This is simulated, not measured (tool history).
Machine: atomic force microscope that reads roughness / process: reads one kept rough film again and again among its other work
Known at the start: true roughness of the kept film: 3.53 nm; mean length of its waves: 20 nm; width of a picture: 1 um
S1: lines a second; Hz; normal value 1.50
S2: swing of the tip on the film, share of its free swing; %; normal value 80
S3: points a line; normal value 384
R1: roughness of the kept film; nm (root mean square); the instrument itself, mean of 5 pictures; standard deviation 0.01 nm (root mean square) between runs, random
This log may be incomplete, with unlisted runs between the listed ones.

| run | hour | S1 | S2 | S3 | R1 |
|---|---|---|---|---|---|
| 1 | 0.0 | 1.50 | 80 | 384 | 1.460 |
|  | 25.4 | new tip fitted |
| 2 | 42.3 | 1.50 | 80 | 668 | 2.070 |
| 3 | 98.4 | 1.50 | 80 | 384 | 1.603 |
| 4 | 145.2 | 1.50 | 80 | 384 | 1.352 |
|  | 152.2 | new tip fitted |
| 5 | 176.6 | 1.50 | 80 | 752 | 2.036 |
| 6 | 218.2 | 1.50 | 78 | 752 | 1.693 |
| 7 | 259.5 | 1.50 | 80 | 663 | 1.441 |
|  | 277.7 | new tip fitted |
| 8 | 315.5 | 1.37 | 80 | 384 | 1.854 |
| 9 | 353.6 | 1.50 | 80 | 384 | 1.534 |
|  | 404.7 | new tip fitted |
| 10 | 413.1 | 0.64 | 80 | 384 | 2.295 |
| 11 | 477.7 | 0.64 | 80 | 384 | 1.675 |
|  | 532.4 | new tip fitted |
| 12 | 541.6 | 1.50 | 80 | 384 | 2.143 |
| 13 | 604.3 | 1.50 | 80 | 384 | 1.601 |
| 14 | 656.0 | 1.50 | 61 | 384 | 1.432 |
|  | 659.6 | new tip fitted |
| 15 | 687.6 | 1.50 | 61 | 384 | 2.055 |
| 16 | 737.9 | 1.50 | 73 | 384 | 1.574 |
| 17 | 772.4 | 1.50 | 73 | 384 | 1.362 |
|  | 786.4 | new tip fitted |
| 18 | 817.4 | 0.91 | 77 | 552 | 2.026 |
| 19 | 873.4 | 0.78 | 70 | 384 | 1.614 |
|  | 912.5 | new tip fitted |
| 20 | 924.8 | 0.78 | 70 | 384 | 2.315 |
| 21 | 974.5 | 0.76 | 63 | 384 | 1.821 |
| 22 | 1012.5 | 0.76 | 63 | 384 | 1.554 |
|  | 1040.8 | new tip fitted |
| 23 | 1042.1 | 0.76 | 70 | 394 | 2.387 |
| 24 | 1069.7 | 0.76 | 70 | 394 | 2.097 |
| 25 | 1098.5 | 0.76 | 70 | 394 | 1.846 |
| 26 | 1156.7 | 0.76 | 70 | 394 | 1.444 |
|  | 1167.1 | new tip fitted |
| 27 | 1223.4 | 0.76 | 75 | 394 | 1.812 |
| 28 | 1252.6 | 0.76 | 75 | 394 | 1.599 |
|  | 1294.4 | new tip fitted |
| 29 | 1318.6 | 2.63 | 80 | 771 | 1.858 |
| 30 | 1372.4 | 1.36 | 65 | 963 | 1.752 |
|  | 1421.5 | new tip fitted |
|  | 1435.7 | height scale calibrated on a step standard |
| 31 | 1435.7 | 1.36 | 65 | 963 | 2.308 |
| 32 | 1493.4 | 3.74 | 76 | 271 | 1.410 |
|  | 1548.7 | new tip fitted |
| 33 | 1550.5 | 2.79 | 76 | 488 | 2.116 |
| 34 | 1578.6 | 1.50 | 80 | 471 | 1.931 |

5 options for the next run, each taken on its own from the tool as it stands now. Forecast them:
| A | 1627.5 | 2.65 | 80 | 384 | ? |
| B | 1627.5 | 0.57 | 83 | 747 | ? |
| C | 1627.5 | 2.12 | 80 | 384 | ? |
| D | 1627.5 | 1.21 | 80 | 598 | ? |
| E | 1627.5 | 1.45 | 80 | 542 | ? |

| run | R1 |
|---|---|
| A | 1.445 |
| B | 1.692 |
| C | 1.492 |
| D | 1.605 |
| E | 1.575 |
Take away the tool's hidden state, keep each run's random variation, and the runs would have read:
| run | R1 |
|---|---|
| A | 2.110 |
| B | 2.470 |
| C | 2.177 |
| D | 2.346 |
| E | 2.298 |

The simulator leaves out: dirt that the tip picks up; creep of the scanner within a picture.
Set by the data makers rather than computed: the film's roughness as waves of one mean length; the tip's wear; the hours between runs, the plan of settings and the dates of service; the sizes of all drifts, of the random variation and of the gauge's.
